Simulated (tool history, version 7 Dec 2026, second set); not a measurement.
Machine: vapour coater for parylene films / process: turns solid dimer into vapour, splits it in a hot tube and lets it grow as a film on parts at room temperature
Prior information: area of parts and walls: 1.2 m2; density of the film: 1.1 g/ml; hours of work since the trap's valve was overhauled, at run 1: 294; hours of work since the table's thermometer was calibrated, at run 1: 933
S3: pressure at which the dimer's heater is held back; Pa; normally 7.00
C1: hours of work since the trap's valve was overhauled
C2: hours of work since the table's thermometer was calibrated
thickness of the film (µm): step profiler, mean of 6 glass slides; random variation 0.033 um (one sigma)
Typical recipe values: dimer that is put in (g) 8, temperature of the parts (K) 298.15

{"run": 1, "day": 0.0, "dimer that is put in (g)": 8, "temperature of the parts (K)": 298.15, "S3": 7.0, "C1": 294, "C2": 933, "thickness of the film (µm)": 3.04}
{"run": 2, "day": 1.879, "dimer that is put in (g)": 8, "temperature of the parts (K)": 298.15, "S3": 5.12, "C1": 333, "C2": 971, "thickness of the film (µm)": 3.13}
{"run": 3, "day": 4.35, "dimer that is put in (g)": 8, "temperature of the parts (K)": 298.15, "S3": 5.12, "C1": 383, "C2": 1021, "thickness of the film (µm)": 3.03}
{"run": 4, "day": 5.883, "dimer that is put in (g)": 7, "temperature of the parts (K)": 298.15, "S3": 7.0, "C1": 414, "C2": 1052, "thickness of the film (µm)": 2.49}
{"run": 5, "day": 7.233, "dimer that is put in (g)": 7, "temperature of the parts (K)": 298.15, "S3": 3.89, "C1": 441, "C2": 1080, "thickness of the film (µm)": 2.81}
{"day": 7.796, "done": "trap's valve overhauled"}
{"run": 6, "day": 9.05, "dimer that is put in (g)": 8, "temperature of the parts (K)": 298.15, "S3": 7.0, "C1": 26, "C2": 1113, "thickness of the film (µm)": 3.27}
{"run": 7, "day": 10.904, "dimer that is put in (g)": 8, "temperature of the parts (K)": 298.15, "S3": 7.0, "C1": 63, "C2": 1151, "thickness of the film (µm)": 3.24}
{"run": 8, "day": 12.396, "dimer that is put in (g)": 4, "temperature of the parts (K)": 298.15, "S3": 7.0, "C1": 94, "C2": 1181, "thickness of the film (µm)": 1.59}
{"run": 9, "day": 13.967, "dimer that is put in (g)": 4, "temperature of the parts (K)": 298.15, "S3": 7.0, "C1": 126, "C2": 1213, "thickness of the film (µm)": 1.6}
{"run": 10, "day": 16.488, "dimer that is put in (g)": 8, "temperature of the parts (K)": 298.15, "S3": 7.0, "C1": 177, "C2": 1264, "thickness of the film (µm)": 3.09}
{"run": 11, "day": 19.271, "dimer that is put in (g)": 8, "temperature of the parts (K)": 298.15, "S3": 7.0, "C1": 233, "C2": 1321, "thickness of the film (µm)": 3.08}
{"run": 12, "day": 21.442, "dimer that is put in (g)": 8, "temperature of the parts (K)": 298.15, "S3": 7.0, "C1": 278, "C2": 1365, "thickness of the film (µm)": 2.99}
{"run": 13, "day": 24.421, "dimer that is put in (g)": 8, "temperature of the parts (K)": 298.15, "S3": 7.0, "C1": 338, "C2": 1426, "thickness of the film (µm)": 2.99}
{"run": 14, "day": 27.054, "dimer that is put in (g)": 8, "temperature of the parts (K)": 298.15, "S3": 7.0, "C1": 392, "C2": 1479, "thickness of the film (µm)": 2.94}
{"day": 27.308, "done": "table's thermometer calibrated"}
{"run": 15, "day": 29.688, "dimer that is put in (g)": 4, "temperature of the parts (K)": 296.15, "S3": 4.27, "C1": 444, "C2": 48, "thickness of the film (µm)": 1.8}
{"day": 30.092, "done": "trap's valve overhauled"}
{"run": 16, "day": 32.471, "dimer that is put in (g)": 4, "temperature of the parts (K)": 301.15, "S3": 4.39, "C1": 48, "C2": 102, "thickness of the film (µm)": 1.61}
{"run": 17, "day": 33.883, "dimer that is put in (g)": 6, "temperature of the parts (K)": 292.15, "S3": 7.0, "C1": 77, "C2": 130, "thickness of the film (µm)": 3.18}
{"run": 18, "day": 36.058, "dimer that is put in (g)": 6, "temperature of the parts (K)": 292.15, "S3": 7.0, "C1": 121, "C2": 175, "thickness of the film (µm)": 3.17}
{"run": 19, "day": 37.554, "dimer that is put in (g)": 9, "temperature of the parts (K)": 298.15, "S3": 4.91, "C1": 152, "C2": 205, "thickness of the film (µm)": 3.83}
{"run": 20, "day": 40.608, "dimer that is put in (g)": 9, "temperature of the parts (K)": 298.15, "S3": 2.9, "C1": 214, "C2": 267, "thickness of the film (µm)": 4.27}
{"run": 21, "day": 42.221, "dimer that is put in (g)": 8, "temperature of the parts (K)": 297.15, "S3": 8.68, "C1": 247, "C2": 300, "thickness of the film (µm)": 3.22}
{"day": 42.871, "done": "table's thermometer calibrated, once more"}
{"run": 22, "day": 44.267, "dimer that is put in (g)": 4, "temperature of the parts (K)": 304.15, "S3": 9.21, "C1": 287, "C2": 28, "thickness of the film (µm)": 1.12}
{"run": 23, "day": 45.621, "dimer that is put in (g)": 4, "temperature of the parts (K)": 304.15, "S3": 9.21, "C1": 315, "C2": 56, "thickness of the film (µm)": 1.05}
{"run": 24, "day": 48.817, "dimer that is put in (g)": 3, "temperature of the parts (K)": 299.15, "S3": 9.21, "C1": 380, "C2": 121, "thickness of the film (µm)": 1.02}

Run 25, settings as shown, results not yet in. Your forecast:
{"run": 25, "day": 50.642, "dimer that is put in (g)": 8, "temperature of the parts (K)": 300.15, "S3": 7.69, "C1": 417, "C2": 158, "thickness of the film (µm)": "?"}

Run 25 yielded thickness of the film (µm) 2.56.
Without the tool's hidden state the same run would have given thickness of the film (µm) 2.89.

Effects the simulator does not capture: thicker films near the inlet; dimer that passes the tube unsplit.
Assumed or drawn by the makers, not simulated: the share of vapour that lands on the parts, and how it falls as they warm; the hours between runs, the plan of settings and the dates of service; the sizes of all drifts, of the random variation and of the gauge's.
